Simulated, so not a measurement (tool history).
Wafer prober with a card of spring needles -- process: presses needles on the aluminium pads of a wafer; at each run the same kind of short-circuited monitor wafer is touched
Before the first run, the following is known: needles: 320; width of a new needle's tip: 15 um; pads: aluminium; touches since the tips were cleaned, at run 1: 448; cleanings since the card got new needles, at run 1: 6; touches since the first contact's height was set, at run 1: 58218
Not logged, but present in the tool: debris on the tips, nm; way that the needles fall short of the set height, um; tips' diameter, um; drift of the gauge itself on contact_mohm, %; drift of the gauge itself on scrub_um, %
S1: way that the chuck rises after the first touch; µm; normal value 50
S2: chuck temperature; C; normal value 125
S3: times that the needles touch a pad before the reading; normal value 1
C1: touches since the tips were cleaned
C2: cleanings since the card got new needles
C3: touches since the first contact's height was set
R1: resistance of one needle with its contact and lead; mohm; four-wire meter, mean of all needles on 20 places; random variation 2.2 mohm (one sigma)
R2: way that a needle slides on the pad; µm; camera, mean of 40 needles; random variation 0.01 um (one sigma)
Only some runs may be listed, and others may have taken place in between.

| run | day | S1 | S2 | S3 | C1 | C2 | C3 | R1 | R2 |
|---|---|---|---|---|---|---|---|---|---|
| 1 | 0.000 | 50 | 125 | 1 | 448 | 6 | 58218 | 240 | 6.08 |
|  | 1.183 | tips cleaned on abrasive film |
| 2 | 1.312 | 50 | 125 | 1 | 857 | 7 | 67133 | 241 | 6.08 |
|  | 2.558 | tips cleaned on abrasive film |
| 3 | 3.362 | 50 | 125 | 1 | 5491 | 8 | 81100 | 239 | 6.10 |
|  | 3.833 | tips cleaned on abrasive film |
|  | 5.075 | tips cleaned on abrasive film |
| 4 | 5.458 | 50 | 125 | 1 | 2641 | 10 | 95363 | 240 | 6.08 |
|  | 6.321 | tips cleaned on abrasive film |
| 5 | 7.367 | 50 | 125 | 1 | 7126 | 11 | 108332 | 243 | 6.11 |
|  | 7.562 | tips cleaned on abrasive film |
|  | 8.338 | height of the first contact set anew |
| 6 | 8.338 | 50 | 125 | 1 | 5194 | 12 | 0 | 245 | 6.12 |
|  | 8.842 | tips cleaned on abrasive film |
|  | 10.129 | tips cleaned on abrasive film |
| 7 | 10.679 | 51 | 125 | 1 | 3742 | 14 | 15910 | 238 | 6.23 |
|  | 11.517 | tips cleaned on abrasive film |
| 8 | 11.700 | 50 | 52 | 1 | 1250 | 15 | 22851 | 226 | 6.12 |
|  | 12.767 | tips cleaned on abrasive film |
| 9 | 13.450 | 50 | 125 | 1 | 4679 | 16 | 34784 | 241 | 6.13 |
|  | 14.000 | tips cleaned on abrasive film |
|  | 15.258 | tips cleaned on abrasive film |
| 10 | 15.629 | 32 | 125 | 1 | 2547 | 18 | 49589 | 246 | 3.93 |
|  | 16.504 | tips cleaned on abrasive film |
| 11 | 17.567 | 32 | 125 | 1 | 7247 | 19 | 62765 | 250 | 3.91 |
|  | 17.712 | tips cleaned on abrasive film |
|  | 19.050 | tips cleaned on abrasive film |
| 12 | 19.825 | 50 | 125 | 1 | 5301 | 21 | 78132 | 237 | 6.14 |
|  | 20.346 | tips cleaned on abrasive film |
|  | 21.621 | tips cleaned on abrasive film |
| 13 | 21.621 | 50 | 125 | 1 | 0 | 23 | 90334 | 239 | 6.13 |
|  | 22.854 | tips cleaned on abrasive film |
| 14 | 23.767 | 50 | 125 | 1 | 6203 | 24 | 104931 | 242 | 6.16 |
|  | 24.104 | tips cleaned on abrasive film |
| 15 | 24.950 | 50 | 125 | 1 | 5770 | 25 | 112984 | 242 | 6.16 |
|  | 25.225 | height of the first contact set anew |
|  | 25.433 | tips cleaned on abrasive film |
|  | 26.642 | tips cleaned on abrasive film |
| 16 | 26.700 | 50 | 49 | 1 | 385 | 27 | 10002 | 225 | 6.17 |
|  | 27.883 | tips cleaned on abrasive film |
| 17 | 27.883 | 45 | 26 | 3 | 0 | 28 | 18060 | 219 | 5.55 |
|  | 29.192 | tips cleaned on abrasive film |
| 18 | 29.242 | 45 | 26 | 3 | 337 | 29 | 27306 | 219 | 5.56 |
|  | 30.433 | tips cleaned on abrasive film |
| 19 | 30.983 | 45 | 26 | 3 | 3751 | 30 | 39167 | 215 | 5.57 |
|  | 31.750 | tips cleaned on abrasive film |
| 20 | 32.146 | 49 | 74 | 3 | 2711 | 31 | 47071 | 226 | 6.04 |

What does the tool deliver on the next run?
|  | 33.046 | tips cleaned on abrasive film |
|  | 34.250 | tips cleaned on abrasive film |
| 21 | 34.400 | 69 | 35 | 2 | 1028 | 33 | 62394 | ? | ? |

{"run 21": {"R1": 217, "R2": 8.56}}
On a tool with no hidden condition, and with the same random variation, this run would have come out at R1 217 mohm, R2 8.41 µm.
